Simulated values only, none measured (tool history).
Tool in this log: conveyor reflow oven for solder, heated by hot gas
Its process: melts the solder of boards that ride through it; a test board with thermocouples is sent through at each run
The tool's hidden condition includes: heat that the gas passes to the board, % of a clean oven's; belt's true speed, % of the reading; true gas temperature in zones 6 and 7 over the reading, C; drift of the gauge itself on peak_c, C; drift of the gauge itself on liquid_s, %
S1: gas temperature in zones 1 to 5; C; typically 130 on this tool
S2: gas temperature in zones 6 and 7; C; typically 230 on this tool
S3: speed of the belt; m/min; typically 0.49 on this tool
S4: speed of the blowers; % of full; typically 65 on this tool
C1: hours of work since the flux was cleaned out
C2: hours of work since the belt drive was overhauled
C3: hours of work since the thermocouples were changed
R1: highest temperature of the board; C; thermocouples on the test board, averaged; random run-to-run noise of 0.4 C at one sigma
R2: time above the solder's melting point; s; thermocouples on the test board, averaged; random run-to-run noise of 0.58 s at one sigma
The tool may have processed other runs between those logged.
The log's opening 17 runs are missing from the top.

{"run": 18, "hour": 901.6, "S1": 130, "S2": 230, "S3": 0.49, "S4": 70, "C1": 144, "C2": 148, "C3": 421, "R1": 211.4, "R2": 64.1}
{"run": 19, "hour": 974.6, "S1": 134, "S2": 230, "S3": 0.49, "S4": 65, "C1": 187, "C2": 191, "C3": 463, "R1": 211.1, "R2": 63.5}
{"run": 20, "hour": 1024.8, "S1": 138, "S2": 230, "S3": 0.49, "S4": 65, "C1": 216, "C2": 220, "C3": 492, "R1": 211.3, "R2": 67.8}
{"hour": 1066.9, "done": "flux residue cleaned out of gas plates and filters"}
{"run": 21, "hour": 1098.1, "S1": 118, "S2": 230, "S3": 0.546, "S4": 65, "C1": 18, "C2": 259, "C3": 532, "R1": 205.5, "R2": 46.6}
{"run": 22, "hour": 1171.3, "S1": 118, "S2": 230, "S3": 0.546, "S4": 65, "C1": 61, "C2": 302, "C3": 574, "R1": 205.8, "R2": 44.2}
{"run": 23, "hour": 1210.8, "S1": 130, "S2": 230, "S3": 0.477, "S4": 64, "C1": 83, "C2": 325, "C3": 597, "R1": 212.1, "R2": 66.4}
{"run": 24, "hour": 1280.9, "S1": 120, "S2": 240, "S3": 0.436, "S4": 86, "C1": 124, "C2": 365, "C3": 638, "R1": 225.9, "R2": 83.1}
{"run": 25, "hour": 1314.7, "S1": 126, "S2": 242, "S3": 0.45, "S4": 78, "C1": 144, "C2": 385, "C3": 657, "R1": 225.9, "R2": 84.3}
{"run": 26, "hour": 1357.9, "S1": 126, "S2": 242, "S3": 0.526, "S4": 55, "C1": 169, "C2": 410, "C3": 683, "R1": 214.4, "R2": 59.2}
{"run": 27, "hour": 1389.1, "S1": 136, "S2": 230, "S3": 0.586, "S4": 81, "C1": 187, "C2": 428, "C3": 701, "R1": 208.8, "R2": 51}
{"run": 28, "hour": 1454.3, "S1": 130, "S2": 244, "S3": 0.49, "S4": 65, "C1": 225, "C2": 466, "C3": 738, "R1": 221.7, "R2": 73.9}
{"hour": 1483.6, "done": "flux residue cleaned out of gas plates and filters"}
{"run": 29, "hour": 1505.4, "S1": 130, "S2": 244, "S3": 0.49, "S4": 65, "C1": 13, "C2": 493, "C3": 765, "R1": 223.3, "R2": 76.1}
{"hour": 1516.8, "done": "thermocouples of zones 6 and 7 changed"}
{"run": 30, "hour": 1580.2, "S1": 130, "S2": 244, "S3": 0.49, "S4": 65, "C1": 55, "C2": 535, "C3": 37, "R1": 224.6, "R2": 78}

Alternative continuations, all from the tool just after run 30; predict every row:
{"run": "A", "hour": 1636.4, "S1": 130, "S2": 245, "S3": 0.49, "S4": 65, "C1": 87, "C2": 568, "C3": 69, "R1": "?", "R2": "?"}
{"run": "B", "hour": 1636.4, "S1": 130, "S2": 244, "S3": 0.49, "S4": 82, "C1": 87, "C2": 568, "C3": 69, "R1": "?", "R2": "?"}
{"run": "C", "hour": 1636.4, "S1": 123, "S2": 221, "S3": 0.455, "S4": 65, "C1": 87, "C2": 568, "C3": 69, "R1": "?", "R2": "?"}

run=A R1=224.9 R2=77.1
run=B R1=227.9 R2=81.1
run=C R1=205.4 R2=59.2
What these runs would have given with no unlogged condition in the tool:
run=A R1=225.6 R2=77.5
run=B R1=228.7 R2=81.5
run=C R1=206 R2=60.2
